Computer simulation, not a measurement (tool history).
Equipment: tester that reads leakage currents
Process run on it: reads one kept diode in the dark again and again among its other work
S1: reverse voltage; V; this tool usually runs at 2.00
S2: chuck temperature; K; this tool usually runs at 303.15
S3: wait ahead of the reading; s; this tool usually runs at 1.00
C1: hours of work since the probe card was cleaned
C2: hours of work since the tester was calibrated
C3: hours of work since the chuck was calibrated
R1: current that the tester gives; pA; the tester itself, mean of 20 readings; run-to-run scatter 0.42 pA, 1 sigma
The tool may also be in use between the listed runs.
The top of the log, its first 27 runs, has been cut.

run,hour,S1,S2,S3,C1,C2,C3,R1
28,847.8,13.61,329.15,4.77,1300,118,670,2675.31
29,884.1,13.61,329.15,4.77,1329,147,698,2703.41
30,911.6,5.42,332.15,0.32,1351,168,720,2038.72
31,952.2,5.42,332.15,0.32,1383,200,752,2038.26
32,973.9,1.89,303.15,1.02,1400,218,769,143.89
33,1016.5,2.00,296.15,0.51,1434,251,803,86.29
34,1050.6,3.46,294.15,1.16,1461,278,830,97.05
35,1075.0,2.00,293.15,1.00,1480,298,849,66.97
36,1094.4,1.88,311.15,1.00,1495,313,865,267.82
37,1128.6,4.18,303.15,9.39,1522,340,892,220.95

Run 38, settings as shown, results not yet in. Your forecast:
38,1171.7,4.80,308.15,3.28,1557,374,926,?

R1: 350.85 pA
The same run, on a tool lacking any hidden state, would have yielded R1 328.61 pA.

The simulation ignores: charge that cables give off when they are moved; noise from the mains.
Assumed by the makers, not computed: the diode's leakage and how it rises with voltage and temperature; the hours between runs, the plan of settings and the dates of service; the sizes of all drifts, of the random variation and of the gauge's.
